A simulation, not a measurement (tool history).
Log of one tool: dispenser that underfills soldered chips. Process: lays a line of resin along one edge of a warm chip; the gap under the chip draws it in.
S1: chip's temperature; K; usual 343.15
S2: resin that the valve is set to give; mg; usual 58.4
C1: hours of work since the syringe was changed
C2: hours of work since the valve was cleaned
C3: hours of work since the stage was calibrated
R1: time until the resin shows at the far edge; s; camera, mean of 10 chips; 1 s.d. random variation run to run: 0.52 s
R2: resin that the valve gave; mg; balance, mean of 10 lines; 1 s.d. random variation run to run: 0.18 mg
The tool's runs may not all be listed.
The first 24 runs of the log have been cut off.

run    day      S1    S2  C1  C2   C3     R1     R2
     4.225  -- new syringe of resin
 25  4.312  330.15  52.7   2  74  107   86.2  50.01
 26  4.508  330.15  52.7   5  77  110  114.3  49.82
 27  4.675  343.15    53   9  81  113   86.4  50.07
 28  4.775  345.15  65.2  10  83  115   88.8  61.32
     4.825  -- new syringe of resin
 29  4.971  343.15  67.3   3  86  119   50.1  63.53
 30  5.167  330.15  70.7   6  90  123  122.5   66.2
     5.346  -- dispensing valve cleaned and set on the balance
 31    5.4  331.15  52.6  10   1  126  163.1  52.61
     5.458  -- new syringe of resin
 32  5.604  346.15  70.5   3   5  130   46.1  70.31
 33  5.733  343.15  61.1   5   7  132   65.2  60.83
 34  5.967  332.15  63.5  10  12  137  153.8  62.77
     6.046  -- new syringe of resin
 35  6.088  332.15  63.5   1  14  139   70.3  62.85

Branching from run 35: 3 alternative next runs. What would each branch give?
  A  6.2  336.15  58.7   3  16  141   ?   ?
  B  6.2  349.15    61   3  16  141   ?   ?
  C  6.2  345.15  49.8   3  16  141   ?   ?

run    R1     R2
  A  71.3  57.83
  B  40.2  60.24
  C  48.2  49.35
Had the tool no hidden state, the same runs would have come out as:
run    R1     R2
  A    58  58.54
  B  32.6  60.97
  C    39  49.95

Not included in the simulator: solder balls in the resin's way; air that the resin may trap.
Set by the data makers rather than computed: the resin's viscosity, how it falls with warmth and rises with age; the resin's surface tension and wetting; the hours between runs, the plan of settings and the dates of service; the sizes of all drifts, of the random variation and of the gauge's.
